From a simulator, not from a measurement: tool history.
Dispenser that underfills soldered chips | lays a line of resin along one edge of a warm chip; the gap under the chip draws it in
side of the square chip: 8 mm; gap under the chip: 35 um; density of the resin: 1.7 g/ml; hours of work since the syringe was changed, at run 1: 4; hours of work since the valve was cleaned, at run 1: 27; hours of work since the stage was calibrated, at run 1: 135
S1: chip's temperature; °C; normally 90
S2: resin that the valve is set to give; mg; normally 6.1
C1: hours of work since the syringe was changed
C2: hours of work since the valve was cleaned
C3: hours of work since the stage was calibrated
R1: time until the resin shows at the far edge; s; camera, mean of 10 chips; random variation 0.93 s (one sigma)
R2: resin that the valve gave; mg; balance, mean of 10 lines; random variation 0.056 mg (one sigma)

run	hour	S1	S2	C1	C2	C3	R1	R2
1	0	90	6.1	4	27	135	112.6	5.91
2	7.9	90	6.1	9	33	140	158	5.89
# hour 10.5: new syringe of resin
3	13.6	90	6.1	2	37	144	104.9	5.82
4	18.4	90	6.3	5	40	147	124.7	5.98
# hour 26.4: new syringe of resin
5	28.6	90	6.3	2	47	154	102	6.07
6	38.2	90	6.3	8	54	161	149.3	5.94
# hour 42.3: new syringe of resin
7	43.2	90	6.3	1	57	164	97.4	6.02
8	47.2	90	6.3	3	60	167	113	5.98
9	56.5	90	6.3	10	66	173	169.1	6.07
# hour 58.2: new syringe of resin
10	66.2	90	6.3	6	73	180	126.3	5.94
# hour 73.8: new syringe of resin
11	75.1	90	6.3	1	79	186	101.1	5.9
12	84.6	90	6.3	8	85	192	151.2	5.9
# hour 89.9: new syringe of resin
13	92.7	90	7.45	2	91	198	102.7	6.87
14	99.1	90	7.45	6	95	202	132	6.85
15	104.1	90	7.45	10	99	206	162.4	6.8
# hour 105.9: new syringe of resin
16	110.4	90	7.45	3	103	210	107.1	6.8
17	118	90	7.45	8	108	215	152.6	6.88
# hour 121.9: new syringe of resin
18	125.5	90	7.45	3	113	220	107.1	6.69
19	132.9	90	7.45	8	118	225	147.4	6.62
# hour 137.7: new syringe of resin
20	138.1	83	7.22	0	122	229	117.7	6.35
21	144.8	95	5.3	5	126	233	113.2	4.67
22	152.7	103	6.83	10	132	239	116.8	6.03
# hour 153.5: new syringe of resin
23	161.5	81	7.15	6	138	245	171.8	6.32
# hour 164.5: dispensing valve cleaned and set on the balance
24	167.7	95	6.21	9	2	249	141.1	6.14
# hour 170.2: new syringe of resin
25	172.6	84	6.21	2	5	252	129.1	6.16
26	177.5	84	6.21	5	9	255	157.5	6.23
27	183.9	84	6.21	10	13	260	206.5	6.3
# hour 186.1: new syringe of resin
28	188.5	89	6.24	2	16	263	109.9	6.21
29	196.6	80	7.63	7	22	268	203.1	7.47
# hour 202.2: new syringe of resin
30	202.2	80	7.63	0	26	272	129.2	7.4
31	206.7	80	7.63	3	29	275	156.8	7.44
32	215.7	78	5.66	9	35	281	247.2	5.48
# hour 217.7: new syringe of resin
33	225.6	78	5.66	5	42	288	201.2	5.49
# hour 233.8: new syringe of resin
34	234.2	78	5.66	0	47	294	144.6	5.5
35	243.6	104	7.61	7	54	300	92.3	7.25
# hour 249.3: new syringe of resin
36	251.8	104	7.61	2	59	306	68.9	7.26

Predict each of these 3 candidate next runs independently; none follows another, all start after run 36:
A	261.1	84	6.1	8	66	312	?	?
B	261.1	77	6.51	8	66	312	?	?
C	261.1	94	6.75	8	66	312	?	?

run	R1	R2
A	191.2	5.8
B	241.1	6.08
C	136.6	6.25
Take away the tool's hidden state, keep each run's random variation, and the runs would have read:
run	R1	R2
A	105	6.14
B	132.1	6.45
C	75.6	6.64
